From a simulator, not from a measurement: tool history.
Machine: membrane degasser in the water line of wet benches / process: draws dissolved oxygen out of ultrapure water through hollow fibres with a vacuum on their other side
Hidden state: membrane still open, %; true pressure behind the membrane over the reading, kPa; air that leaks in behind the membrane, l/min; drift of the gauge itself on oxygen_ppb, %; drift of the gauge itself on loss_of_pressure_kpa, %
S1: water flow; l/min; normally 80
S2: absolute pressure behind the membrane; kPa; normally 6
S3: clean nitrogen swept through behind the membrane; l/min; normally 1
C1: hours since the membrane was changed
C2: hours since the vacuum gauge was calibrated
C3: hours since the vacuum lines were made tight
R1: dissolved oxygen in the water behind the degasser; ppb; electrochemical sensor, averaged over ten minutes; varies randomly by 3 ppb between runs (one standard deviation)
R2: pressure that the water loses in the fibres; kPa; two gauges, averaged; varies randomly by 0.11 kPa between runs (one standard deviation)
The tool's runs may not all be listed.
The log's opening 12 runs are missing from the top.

| run | hour | S1 | S2 | S3 | C1 | C2 | C3 | R1 | R2 |
|---|---|---|---|---|---|---|---|---|---|
| 13 | 1758.4 | 80 | 6 | 1 | 1994 | 1994 | 3527 | 477.6 | 40.15 |
| 14 | 1903.4 | 80 | 5.77 | 1 | 2139 | 2139 | 3672 | 453.2 | 40.2 |
| 15 | 2070.4 | 80 | 5.77 | 1 | 2306 | 2306 | 3839 | 448.1 | 40.09 |
| 16 | 2184.1 | 80 | 6 | 2.7 | 2420 | 2420 | 3953 | 294 | 40.06 |
| 17 | 2330.1 | 80 | 6 | 2.7 | 2566 | 2566 | 4099 | 290.7 | 40.08 |
| 18 | 2499 | 75 | 6 | 2.09 | 2735 | 2735 | 4268 | 301.2 | 37.56 |
| 19 | 2636.3 | 59 | 10.92 | 2.4 | 2872 | 2872 | 4405 | 444.3 | 29.59 |
| 20 | 2762.5 | 80 | 10.29 | 0.56 | 2998 | 2998 | 4531 | 1321.3 | 39.99 |
| 21 | 2842.7 | 84 | 8.61 | 1.23 | 3079 | 3079 | 4611 | 739.3 | 42.18 |
| 22 | 3018.7 | 80 | 6 | 1.26 | 3255 | 3255 | 4787 | 428.1 | 40.32 |
| 23 | 3096.7 | 62 | 6 | 1 | 3333 | 3333 | 4865 | 363.1 | 31.19 |

Run 24, settings as shown, results not yet in. Your forecast:
| 24 | 3231.4 | 71 | 6 | 0.49 | 3467 | 3467 | 5000 | ? | ? |

{"run 24": {"R1": 600.8, "R2": 35.68}}
Without the tool's hidden state the same run would have given R1 600.5 ppb, R2 35.68 kPa.
